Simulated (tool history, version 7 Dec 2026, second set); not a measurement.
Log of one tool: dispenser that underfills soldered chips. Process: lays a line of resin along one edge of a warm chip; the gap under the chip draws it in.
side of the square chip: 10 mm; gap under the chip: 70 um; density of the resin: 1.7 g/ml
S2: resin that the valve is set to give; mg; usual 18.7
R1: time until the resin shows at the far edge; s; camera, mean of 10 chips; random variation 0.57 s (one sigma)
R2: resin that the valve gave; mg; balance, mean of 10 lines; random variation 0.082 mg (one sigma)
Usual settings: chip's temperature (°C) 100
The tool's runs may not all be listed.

{"run": 1, "hour": 0.0, "chip's temperature (°C)": 100, "S2": 18.7, "R1": 99.5, "R2": 18.15}
{"hour": 2.1, "done": "new syringe of resin"}
{"run": 2, "hour": 4.1, "chip's temperature (°C)": 100, "S2": 18.7, "R1": 53.6, "R2": 18.06}
{"run": 3, "hour": 10.3, "chip's temperature (°C)": 100, "S2": 18.7, "R1": 80, "R2": 18.09}
{"hour": 15.6, "done": "dispensing valve cleaned and set on the balance"}
{"hour": 17.2, "done": "new syringe of resin"}
{"run": 4, "hour": 17.5, "chip's temperature (°C)": 100, "S2": 18.7, "R1": 48.5, "R2": 18.63}
{"run": 5, "hour": 25.1, "chip's temperature (°C)": 104, "S2": 18.7, "R1": 66.2, "R2": 18.43}
{"run": 6, "hour": 29.1, "chip's temperature (°C)": 100, "S2": 17.4, "R1": 105.1, "R2": 17.28}
{"hour": 31.3, "done": "new syringe of resin"}
{"run": 7, "hour": 35.4, "chip's temperature (°C)": 100, "S2": 17.4, "R1": 60.8, "R2": 17.18}
{"run": 8, "hour": 42.0, "chip's temperature (°C)": 100, "S2": 17.4, "R1": 91, "R2": 17.25}
{"hour": 45.5, "done": "new syringe of resin"}
{"run": 9, "hour": 49.0, "chip's temperature (°C)": 100, "S2": 18.7, "R1": 57.7, "R2": 18.24}
{"run": 10, "hour": 54.5, "chip's temperature (°C)": 96, "S2": 18.7, "R1": 99, "R2": 18.21}
{"hour": 60.1, "done": "new syringe of resin"}
{"run": 11, "hour": 60.1, "chip's temperature (°C)": 100, "S2": 18.7, "R1": 46.8, "R2": 18.34}
{"run": 12, "hour": 66.8, "chip's temperature (°C)": 100, "S2": 18.7, "R1": 71.5, "R2": 18.18}
{"run": 13, "hour": 72.1, "chip's temperature (°C)": 100, "S2": 18.7, "R1": 102.4, "R2": 17.99}
{"hour": 74.3, "done": "new syringe of resin"}
{"run": 14, "hour": 78.9, "chip's temperature (°C)": 94, "S2": 16.1, "R1": 83.6, "R2": 15.63}
{"hour": 85.3, "done": "dispensing valve cleaned and set on the balance"}
{"run": 15, "hour": 85.4, "chip's temperature (°C)": 96, "S2": 17.4, "R1": 105, "R2": 17.47}
{"hour": 89.5, "done": "new syringe of resin"}
{"run": 16, "hour": 92.8, "chip's temperature (°C)": 92, "S2": 18.7, "R1": 80.9, "R2": 18.64}
{"run": 17, "hour": 99.8, "chip's temperature (°C)": 108, "S2": 18.7, "R1": 63.9, "R2": 18.56}
{"hour": 103.6, "done": "new syringe of resin"}
{"run": 18, "hour": 106.9, "chip's temperature (°C)": 97, "S2": 22.8, "R1": 61.6, "R2": 22.54}
{"run": 19, "hour": 113.4, "chip's temperature (°C)": 97, "S2": 23.7, "R1": 93.9, "R2": 23.49}
{"hour": 118.1, "done": "new syringe of resin"}
{"run": 20, "hour": 118.9, "chip's temperature (°C)": 86, "S2": 23.7, "R1": 88.2, "R2": 23.29}
{"run": 21, "hour": 124.8, "chip's temperature (°C)": 96, "S2": 20.3, "R1": 81.5, "R2": 19.84}
{"run": 22, "hour": 131.1, "chip's temperature (°C)": 96, "S2": 20.3, "R1": 124.9, "R2": 19.87}
{"hour": 132.1, "done": "new syringe of resin"}
{"run": 23, "hour": 135.7, "chip's temperature (°C)": 96, "S2": 20.3, "R1": 68.8, "R2": 19.81}

5 ways to go on from here, each from the tool as it stands after run 23. What would each give?
{"run": "A", "hour": 141.8, "chip's temperature (°C)": 114, "S2": 16.2, "R1": "?", "R2": "?"}
{"run": "B", "hour": 141.8, "chip's temperature (°C)": 89, "S2": 20.2, "R1": "?", "R2": "?"}
{"run": "C", "hour": 141.8, "chip's temperature (°C)": 92, "S2": 18.7, "R1": "?", "R2": "?"}
{"run": "D", "hour": 141.8, "chip's temperature (°C)": 115, "S2": 20.4, "R1": "?", "R2": "?"}
{"run": "E", "hour": 141.8, "chip's temperature (°C)": 108, "S2": 19.3, "R1": "?", "R2": "?"}

run=A R1=49.8 R2=15.67
run=B R1=135.3 R2=19.64
run=C R1=121.1 R2=18.19
run=D R1=45.5 R2=19.89
run=E R1=61.4 R2=18.71
Without the tool's hidden state the same runs would have given:
run=A R1=27.7 R2=16.15
run=B R1=75.6 R2=20.24
run=C R1=67.6 R2=18.75
run=D R1=25.3 R2=20.5
run=E R1=34 R2=19.29
